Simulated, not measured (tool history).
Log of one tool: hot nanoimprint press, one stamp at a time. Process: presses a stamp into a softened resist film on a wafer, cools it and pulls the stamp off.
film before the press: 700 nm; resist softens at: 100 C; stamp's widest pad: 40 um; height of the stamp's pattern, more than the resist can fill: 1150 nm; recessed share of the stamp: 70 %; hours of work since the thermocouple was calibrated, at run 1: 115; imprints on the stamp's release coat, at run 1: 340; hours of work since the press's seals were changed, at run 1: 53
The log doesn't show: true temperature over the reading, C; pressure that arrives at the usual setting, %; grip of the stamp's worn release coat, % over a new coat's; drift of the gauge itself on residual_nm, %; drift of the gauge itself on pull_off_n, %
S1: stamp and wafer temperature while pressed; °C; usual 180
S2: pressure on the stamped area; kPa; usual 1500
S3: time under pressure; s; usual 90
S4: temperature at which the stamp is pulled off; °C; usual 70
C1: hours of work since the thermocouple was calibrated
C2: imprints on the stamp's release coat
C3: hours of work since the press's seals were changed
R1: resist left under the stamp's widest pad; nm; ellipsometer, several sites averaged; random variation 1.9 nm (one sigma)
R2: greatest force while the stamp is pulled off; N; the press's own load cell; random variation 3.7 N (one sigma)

run 1 hour=0.0 | S1=180 S2=1500 S3=90 S4=70 | C1=115 C2=340 C3=53 | R1=382.0 R2=171
run 2 hour=13.9 | S1=180 S2=1500 S3=90 S4=70 | C1=124 C2=378 C3=63 | R1=386.9 R2=174
run 3 hour=21.9 | S1=180 S2=1150 S3=90 S4=70 | C1=130 C2=400 C3=68 | R1=435.2 R2=177
run 4 hour=36.8 | S1=180 S2=1500 S3=90 S4=70 | C1=140 C2=441 C3=78 | R1=387.0 R2=180
run 5 hour=43.7 | S1=180 S2=1500 S3=90 S4=70 | C1=145 C2=460 C3=83 | R1=382.2 R2=176
run 6 hour=58.3 | S1=180 S2=1500 S3=90 S4=70 | C1=155 C2=500 C3=93 | R1=383.8 R2=183
run 7 hour=68.9 | S1=180 S2=2120 S3=90 S4=70 | C1=162 C2=529 C3=100 | R1=325.4 R2=178
run 8 hour=82.7 | S1=180 S2=1500 S3=90 S4=63 | C1=171 C2=567 C3=110 | R1=383.5 R2=188
run 9 hour=90.4 | S1=190 S2=1500 S3=90 S4=70 | C1=176 C2=588 C3=115 | R1=294.1 R2=177
run 10 hour=102.8 | S1=180 S2=1500 S3=49 S4=70 | C1=185 C2=622 C3=124 | R1=459.5 R2=176
run 11 hour=117.0 | S1=180 S2=1500 S3=90 S4=70 | C1=195 C2=661 C3=133 | R1=387.8 R2=171
run 12 hour=130.4 | S1=180 S2=1500 S3=90 S4=70 | C1=204 C2=698 C3=142 | R1=387.8 R2=177
run 13 hour=141.9 | S1=180 S2=1500 S3=90 S4=70 | C1=212 C2=729 C3=150 | R1=392.6 R2=175
run 14 hour=149.6 | S1=180 S2=1500 S3=90 S4=70 | C1=217 C2=750 C3=156 | R1=388.1 R2=177
run 15 hour=166.3 | S1=180 S2=1500 S3=67 S4=70 | C1=229 C2=796 C3=167 | R1=426.9 R2=177
run 16 hour=175.9 | S1=180 S2=1500 S3=90 S4=67 | C1=235 C2=822 C3=174 | R1=389.5 R2=181
run 17 hour=189.8 | S1=180 S2=1500 S3=90 S4=67 | C1=245 C2=860 C3=183 | R1=388.8 R2=183
run 18 hour=204.8 | S1=180 S2=1500 S3=92 S4=70 | C1=255 C2=901 C3=193 | R1=390.2 R2=172
run 19 hour=220.0 | S1=180 S2=1500 S3=155 S4=65 | C1=265 C2=943 C3=204 | R1=330.4 R2=187
run 20 hour=232.7 | S1=180 S2=1500 S3=79 S4=70 | C1=274 C2=977 C3=213 | R1=406.5 R2=178
run 21 hour=241.8 | S1=186 S2=920 S3=71 S4=70 | C1=280 C2=1002 C3=219 | R1=450.7 R2=177
run 22 hour=258.0 | S1=186 S2=1600 S3=71 S4=73 | C1=291 C2=1047 C3=230 | R1=349.3 R2=174
run 23 hour=269.3 | S1=186 S2=1600 S3=71 S4=73 | C1=299 C2=1078 C3=238 | R1=352.3 R2=175
-- hour=278.2 gauge calibrated
run 24 hour=278.3 | S1=169 S2=2170 S3=56 S4=77 | C1=305 C2=1102 C3=244 | R1=493.3 R2=169
run 25 hour=290.2 | S1=168 S2=1830 S3=84 S4=70 | C1=313 C2=1135 C3=252 | R1=491.2 R2=176
run 26 hour=306.8 | S1=181 S2=1270 S3=92 S4=55 | C1=325 C2=1180 C3=263 | R1=398.0 R2=200
run 27 hour=323.2 | S1=180 S2=1100 S3=90 S4=60 | C1=336 C2=1225 C3=275 | R1=443.5 R2=201
run 28 hour=336.5 | S1=180 S2=1100 S3=90 S4=60 | C1=345 C2=1262 C3=284 | R1=436.8 R2=198
run 29 hour=352.3 | S1=180 S2=1100 S3=90 S4=60 | C1=356 C2=1305 C3=294 | R1=441.2 R2=198

4 ways to go on from here, each from the tool as it stands after run 29. What would each give?
run A hour=359.7 | S1=180 S2=1100 S3=141 S4=75 | C1=361 C2=1325 C3=300 | R1=? R2=?
run B hour=359.7 | S1=180 S2=1590 S3=156 S4=70 | C1=361 C2=1325 C3=300 | R1=? R2=?
run C hour=359.7 | S1=175 S2=1500 S3=92 S4=70 | C1=361 C2=1325 C3=300 | R1=? R2=?
run D hour=359.7 | S1=180 S2=970 S3=106 S4=63 | C1=361 C2=1325 C3=300 | R1=? R2=?

run=A R1=387.0 R2=168
run=B R1=313.7 R2=172
run=C R1=439.5 R2=173
run=D R1=446.2 R2=190
Without the tool's hidden state the same runs would have given:
run=A R1=383.4 R2=166
run=B R1=310.6 R2=170
run=C R1=435.4 R2=171
run=D R1=442.1 R2=188

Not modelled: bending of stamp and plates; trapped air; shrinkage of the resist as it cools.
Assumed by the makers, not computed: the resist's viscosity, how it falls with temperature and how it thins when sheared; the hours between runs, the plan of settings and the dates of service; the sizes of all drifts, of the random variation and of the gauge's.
